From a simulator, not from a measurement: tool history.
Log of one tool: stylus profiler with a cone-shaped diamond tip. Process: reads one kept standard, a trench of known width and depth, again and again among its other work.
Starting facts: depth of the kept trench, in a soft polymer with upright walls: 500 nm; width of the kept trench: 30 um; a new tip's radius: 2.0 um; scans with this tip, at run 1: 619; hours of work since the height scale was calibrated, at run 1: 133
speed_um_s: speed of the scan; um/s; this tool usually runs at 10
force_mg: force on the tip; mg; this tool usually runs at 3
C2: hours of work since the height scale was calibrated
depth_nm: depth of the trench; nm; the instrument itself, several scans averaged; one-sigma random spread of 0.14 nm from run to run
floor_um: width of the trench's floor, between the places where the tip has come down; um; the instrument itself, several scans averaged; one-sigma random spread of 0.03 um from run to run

Run 1, hour 0: usual settings; scans with this tip 619; C2 133. Result: depth_nm 506.66 nm, floor_um 27.3 um.
Run 2, hour 107.9: usual settings but force_mg 6.11 mg; scans with this tip 849; C2 182. Result: depth_nm 511.16 nm, floor_um 27.31 um.
Run 3, hour 235.3: usual settings but force_mg 6.11 mg; scans with this tip 1120; C2 240. Result: depth_nm 511.14 nm, floor_um 27.35 um.
Run 4, hour 291.9: usual settings but speed_um_s 14 um/s; scans with this tip 1241; C2 266. Result: depth_nm 507.01 nm, floor_um 27.27 um.
Run 5, hour 350: usual settings but speed_um_s 14 um/s; scans with this tip 1365; C2 293. Result: depth_nm 506.75 nm, floor_um 27.27 um.
Run 6, hour 460.5: usual settings but speed_um_s 14 um/s; scans with this tip 1600; C2 343. Result: depth_nm 506.92 nm, floor_um 27.28 um.
Run 7, hour 539.4: usual settings; scans with this tip 1768; C2 379. Result: depth_nm 506.74 nm, floor_um 27.28 um.
Run 8, hour 627.8: usual settings but force_mg 1.16 mg; scans with this tip 1956; C2 420. Result: depth_nm 503.61 nm, floor_um 27.26 um.
Run 9, hour 735.1: usual settings but force_mg 1.16 mg; scans with this tip 2184; C2 469. Result: depth_nm 503.81 nm, floor_um 27.28 um.
Run 10, hour 813: usual settings but force_mg 4.15 mg; scans with this tip 2350; C2 504. Result: depth_nm 508.79 nm, floor_um 27.31 um.
Run 11, hour 901.1: usual settings but speed_um_s 4 um/s; scans with this tip 2538; C2 544. Result: depth_nm 506.8 nm, floor_um 27.3 um.
Run 12, hour 1004.7: usual settings; scans with this tip 2758; C2 592. Result: depth_nm 506.9 nm, floor_um 27.3 um.
Run 13, hour 1065.4: usual settings; scans with this tip 2888; C2 620. Result: depth_nm 506.97 nm, floor_um 27.33 um.
Run 14, hour 1184.4: usual settings; scans with this tip 3141; C2 674. Result: depth_nm 507 nm, floor_um 27.3 um.
Run 15, hour 1247.5: usual settings but force_mg 4.81 mg; scans with this tip 3276; C2 703. Result: depth_nm 509.23 nm, floor_um 27.3 um.
Run 16, hour 1311.2: usual settings but speed_um_s 11 um/s, force_mg 2.18 mg; scans with this tip 3411; C2 732. Result: depth_nm 505.48 nm, floor_um 27.33 um.
Run 17, hour 1408.3: usual settings but speed_um_s 11 um/s, force_mg 2.18 mg; scans with this tip 3618; C2 776. Result: depth_nm 505.61 nm, floor_um 27.34 um.
Run 18, hour 1513.6: usual settings but speed_um_s 12 um/s, force_mg 2.74 mg; scans with this tip 3842; C2 824. Result: depth_nm 506.55 nm, floor_um 27.34 um.
Run 19, hour 1620.2: usual settings but speed_um_s 3 um/s, force_mg 6.49 mg; scans with this tip 4069; C2 873. Result: depth_nm 511.36 nm, floor_um 27.31 um.
Run 20, hour 1704.1: usual settings but speed_um_s 40 um/s, force_mg 3.13 mg; scans with this tip 4248; C2 911. Result: depth_nm 506.97 nm, floor_um 27.14 um.
Run 21, hour 1789.2: usual settings but speed_um_s 14 um/s, force_mg 1.51 mg; scans with this tip 4429; C2 950. Result: depth_nm 504.63 nm, floor_um 27.26 um.
Run 22, hour 1895.7: usual settings but speed_um_s 14 um/s, force_mg 1.69 mg; scans with this tip 4656; C2 999. Result: depth_nm 504.85 nm, floor_um 27.25 um.
Run 23, hour 1958: usual settings but speed_um_s 26 um/s, force_mg 2.19 mg; scans with this tip 4788; C2 1027. Result: depth_nm 505.5 nm, floor_um 27.17 um.
Run 24, hour 2031.5: usual settings but speed_um_s 11 um/s, force_mg 8.55 mg; scans with this tip 4945; C2 1061. Result: depth_nm 513.94 nm, floor_um 27.31 um.
Run 25, hour 2160.4: usual settings but speed_um_s 31 um/s, force_mg 2.82 mg; scans with this tip 5219; C2 1120. Result: depth_nm 506.89 nm, floor_um 27.21 um.
Run 26, hour 2270.8: usual settings but speed_um_s 31 um/s, force_mg 2.82 mg; scans with this tip 5454; C2 1170. Result: depth_nm 506.52 nm, floor_um 27.21 um.

Predict each of these 4 candidate next runs independently; none follows another, all start after run 26:
Run A, hour 2366.6: usual settings but speed_um_s 37 um/s, force_mg 2.66 mg; scans with this tip 5658; C2 1214. Result: depth_nm ?, floor_um ?.
Run B, hour 2366.6: usual settings but speed_um_s 5 um/s, force_mg 5.99 mg; scans with this tip 5658; C2 1214. Result: depth_nm ?, floor_um ?.
Run C, hour 2366.6: usual settings but force_mg 4.44 mg; scans with this tip 5658; C2 1214. Result: depth_nm ?, floor_um ?.
Run D, hour 2366.6: usual settings but speed_um_s 3 um/s, force_mg 1.5 mg; scans with this tip 5658; C2 1214. Result: depth_nm ?, floor_um ?.

run  depth_nm  floor_um
  A    506.35     27.08
  B    510.82     27.38
  C    508.97     27.28
  D    504.32     27.38
What these runs would have given with no unlogged condition in the tool:
run  depth_nm  floor_um
  A    506.36     27.09
  B    510.84     27.39
  C    508.99     27.29
  D    504.34     27.39
